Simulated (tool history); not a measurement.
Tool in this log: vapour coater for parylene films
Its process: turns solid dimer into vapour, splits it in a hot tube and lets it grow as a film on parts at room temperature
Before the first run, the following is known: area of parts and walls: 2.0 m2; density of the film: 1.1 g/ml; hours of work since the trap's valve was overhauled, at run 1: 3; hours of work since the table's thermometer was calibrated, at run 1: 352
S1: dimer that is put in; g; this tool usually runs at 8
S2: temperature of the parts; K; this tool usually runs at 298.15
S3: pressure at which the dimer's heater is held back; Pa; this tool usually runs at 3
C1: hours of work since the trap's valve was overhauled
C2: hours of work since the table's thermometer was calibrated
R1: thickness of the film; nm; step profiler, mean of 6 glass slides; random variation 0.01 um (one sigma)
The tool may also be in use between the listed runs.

run	day	S1	S2	S3	C1	C2	R1
1	0	8	298.15	3	3	352	1975
2	0.688	10	298.15	3	12	361	2442
3	1.658	10	298.15	3	24	374	2425
4	2.625	8	298.15	3	37	387	1928
5	3.246	8	298.15	3	45	395	1927
6	3.812	8	298.15	3	52	402	1933
7	4.479	8	298.15	3	61	411	1917
8	4.958	8	298.15	3	67	417	1916
9	5.442	8	298.15	3	74	423	1933
10	6.088	3	298.15	3	82	432	716
11	6.875	3	298.15	3	92	442	707
12	7.979	3	298.15	3	107	457	715
13	9.067	8	298.15	3	121	471	1886
14	9.7	8	298.15	3	129	479	1873
15	10.317	8	296.15	3	137	487	1966
16	10.842	8	296.15	3	144	494	1993
17	11.833	8	301.15	3	157	507	1695
18	12.425	8	301.15	3	165	515	1689
19	13.092	4	298.15	3	174	523	919
20	13.862	4	298.15	3	184	533	915
21	14.612	8	298.15	8.77	193	543	1717
# day 15.454: trap's valve overhauled
22	15.858	10	292.15	4.79	5	557	2849
23	16.892	7	310.15	2.4	19	571	1253
24	17.888	7	310.15	2.4	32	584	1245
25	18.562	8	297.15	7.33	41	592	1897
26	19.596	8	297.15	7.33	54	606	1894
27	20.462	8	297.15	7.33	65	617	1898
28	21.5	4	295.15	4.98	79	631	1010
29	22.042	4	295.15	4.98	86	638	1018
30	23	8	296.15	3	98	650	2020
31	23.904	13	298.15	8.14	110	662	2935
32	24.617	13	298.15	3.33	120	671	3067
33	25.417	13	298.15	3.33	130	682	3054

Take each entry between the runs: how does the hidden state at the last listed run before it differ from the hidden state at the first listed run after it?
In the gap between runs 21 and 22: trap's valve overhauled (day 15.454)
  vapour lost through the trap's worn valve, %: 7.4 -> 0.4; true temperature of the parts over the reading, C: -0.9 -> -0.92
  measured minus no-state result, R1: -90 -> +64 nm
